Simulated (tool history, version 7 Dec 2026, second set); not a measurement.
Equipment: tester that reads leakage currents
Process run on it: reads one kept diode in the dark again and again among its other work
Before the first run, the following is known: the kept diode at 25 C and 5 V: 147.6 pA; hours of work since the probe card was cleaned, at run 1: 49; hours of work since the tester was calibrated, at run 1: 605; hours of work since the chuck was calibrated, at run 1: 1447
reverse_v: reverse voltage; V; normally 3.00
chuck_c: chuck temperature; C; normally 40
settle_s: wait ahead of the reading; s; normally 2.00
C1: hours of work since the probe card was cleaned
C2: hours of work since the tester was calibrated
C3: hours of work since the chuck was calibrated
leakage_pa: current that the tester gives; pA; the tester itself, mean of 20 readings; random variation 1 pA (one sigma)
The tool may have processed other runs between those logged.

Run 1, hour 0.0: usual settings; C1 49; C2 605; C3 1447. Result: leakage_pa 341.48 pA.
Run 2, hour 44.8: usual settings; C1 76; C2 632; C3 1474. Result: leakage_pa 342.62 pA.
Run 3, hour 78.0: usual settings but chuck_c 36 C; C1 96; C2 652; C3 1495. Result: leakage_pa 263.33 pA.
Run 4, hour 117.0: usual settings; C1 120; C2 676; C3 1518. Result: leakage_pa 344.10 pA.
Run 5, hour 162.2: usual settings; C1 148; C2 704; C3 1546. Result: leakage_pa 340.82 pA.
Run 6, hour 186.1: usual settings; C1 163; C2 719; C3 1561. Result: leakage_pa 343.65 pA.
Run 7, hour 216.0: usual settings; C1 181; C2 737; C3 1579. Result: leakage_pa 343.84 pA.
Run 8, hour 263.5: usual settings; C1 210; C2 766; C3 1608. Result: leakage_pa 343.96 pA.
Run 9, hour 296.5: usual settings but settle_s 0.37 s; C1 230; C2 786; C3 1628. Result: leakage_pa 344.37 pA.
Run 10, hour 328.0: usual settings; C1 249; C2 805; C3 1648. Result: leakage_pa 345.13 pA.
Run 11, hour 371.2: usual settings; C1 276; C2 832; C3 1674. Result: leakage_pa 343.70 pA.
Run 12, hour 394.9: usual settings; C1 290; C2 846; C3 1689. Result: leakage_pa 343.71 pA.
Run 13, hour 435.5: usual settings; C1 315; C2 871; C3 1713. Result: leakage_pa 346.01 pA.
At hour 441.5: chuck's temperature calibrated.
Run 14, hour 461.2: usual settings but settle_s 3.84 s; C1 330; C2 886; C3 12. Result: leakage_pa 352.36 pA.
Run 15, hour 504.9: usual settings but reverse_v 12.80 V; C1 356; C2 912; C3 39. Result: leakage_pa 726.46 pA.
Run 16, hour 530.2: usual settings but reverse_v 12.80 V; C1 372; C2 928; C3 54. Result: leakage_pa 718.98 pA.
Run 17, hour 558.1: usual settings but reverse_v 12.80 V; C1 389; C2 945; C3 71. Result: leakage_pa 723.48 pA.
Run 18, hour 603.3: usual settings but reverse_v 12.80 V, chuck_c 25 C; C1 417; C2 973; C3 99. Result: leakage_pa 258.27 pA.
Run 19, hour 623.3: usual settings but settle_s 1.01 s; C1 429; C2 985; C3 111. Result: leakage_pa 356.66 pA.
Run 20, hour 665.3: usual settings but settle_s 1.01 s; C1 455; C2 1011; C3 137. Result: leakage_pa 354.89 pA.
At hour 697.5: chuck's temperature calibrated, once more.
Run 21, hour 709.2: usual settings but settle_s 1.01 s; C1 480; C2 1036; C3 7. Result: leakage_pa 330.27 pA.
Run 22, hour 729.3: usual settings but settle_s 1.01 s; C1 492; C2 1049; C3 19. Result: leakage_pa 332.80 pA.
Run 23, hour 774.2: usual settings but reverse_v 12.36 V, chuck_c 35 C; C1 520; C2 1076; C3 47. Result: leakage_pa 475.71 pA.
Run 24, hour 814.5: usual settings but reverse_v 8.74 V, chuck_c 53 C, settle_s 3.85 s; C1 545; C2 1101; C3 72. Result: leakage_pa 1295.45 pA.
Run 25, hour 836.6: usual settings but reverse_v 8.74 V, chuck_c 53 C, settle_s 3.85 s; C1 558; C2 1114; C3 85. Result: leakage_pa 1295.04 pA.
Run 26, hour 868.6: usual settings but reverse_v 2.63 V, chuck_c 22 C, settle_s 1.70 s; C1 578; C2 1134; C3 105. Result: leakage_pa 87.49 pA.
Run 27, hour 910.5: usual settings but reverse_v 2.63 V, chuck_c 22 C, settle_s 1.70 s; C1 603; C2 1159; C3 130. Result: leakage_pa 86.91 pA.
Run 28, hour 956.8: usual settings but reverse_v 3.69 V, chuck_c 29 C, settle_s 0.61 s; C1 632; C2 1188; C3 159. Result: leakage_pa 173.02 pA.
Run 29, hour 992.0: usual settings but reverse_v 3.69 V, chuck_c 29 C, settle_s 0.61 s; C1 653; C2 1209; C3 180. Result: leakage_pa 173.68 pA.
Run 30, hour 1014.3: usual settings but chuck_c 39 C, settle_s 1.29 s; C1 667; C2 1223; C3 194. Result: leakage_pa 311.16 pA.
Run 31, hour 1050.9: usual settings but reverse_v 14.06 V, settle_s 1.59 s; C1 689; C2 1245; C3 216. Result: leakage_pa 713.73 pA.
Run 32, hour 1090.5: usual settings but reverse_v 14.06 V, settle_s 1.59 s; C1 713; C2 1270; C3 240. Result: leakage_pa 713.93 pA.
Run 33, hour 1126.5: usual settings but reverse_v 1.73 V, chuck_c 21 C, settle_s 8.89 s; C1 736; C2 1292; C3 262. Result: leakage_pa 66.18 pA.
Run 34, hour 1172.3: usual settings but reverse_v 1.57 V, settle_s 0.38 s; C1 764; C2 1320; C3 291. Result: leakage_pa 243.07 pA.
Run 35, hour 1217.5: usual settings but reverse_v 1.57 V, settle_s 0.38 s; C1 791; C2 1347; C3 318. Result: leakage_pa 243.57 pA.
Run 36, hour 1254.8: usual settings but reverse_v 1.48 V, chuck_c 36 C; C1 814; C2 1370; C3 341. Result: leakage_pa 180.01 pA.
Run 37, hour 1288.9: usual settings but reverse_v 1.48 V, chuck_c 36 C; C1 835; C2 1391; C3 362. Result: leakage_pa 180.66 pA.
Run 38, hour 1316.0: usual settings but reverse_v 1.48 V, chuck_c 36 C; C1 852; C2 1408; C3 378. Result: leakage_pa 179.62 pA.
Run 39, hour 1361.7: usual settings but reverse_v 11.29 V, chuck_c 36 C, settle_s 0.97 s; C1 879; C2 1436; C3 406. Result: leakage_pa 495.33 pA.
Run 40, hour 1383.9: usual settings but reverse_v 11.29 V, chuck_c 34 C, settle_s 0.97 s; C1 893; C2 1449; C3 420. Result: leakage_pa 433.78 pA.
Run 41, hour 1414.3: usual settings but settle_s 0.58 s; C1 912; C2 1468; C3 439. Result: leakage_pa 335.14 pA.

What would each run have given without the hidden state, its run-to-run variation left as it was?
The tool's hidden condition here consists of: stray current of the dirty probe card, pA a volt; current scale over the true one, %; true chuck temperature over the reading, C; drift of the gauge itself on leakage_pa, %.
run  leakage_pa
  1      330.23
  2      331.07
  3      254.01
  4      332.12
  5      328.72
  6      331.33
  7      331.35
  8      331.24
  9      331.52
 10      332.04
 11      330.45
 12      330.33
 13      332.35
 14      330.48
 15      679.13
 16      671.80
 17      675.63
 18      236.66
 19      333.73
 20      331.86
 21      331.22
 22      333.65
 23      473.06
 24     1298.55
 25     1297.73
 26       86.60
 27       85.92
 28      171.66
 29      172.17
 30      310.38
 31      707.48
 32      707.11
 33       65.18
 34      242.36
 35      242.69
 36      179.00
 37      179.54
 38      178.42
 39      486.48
 40      424.72
 41      332.32
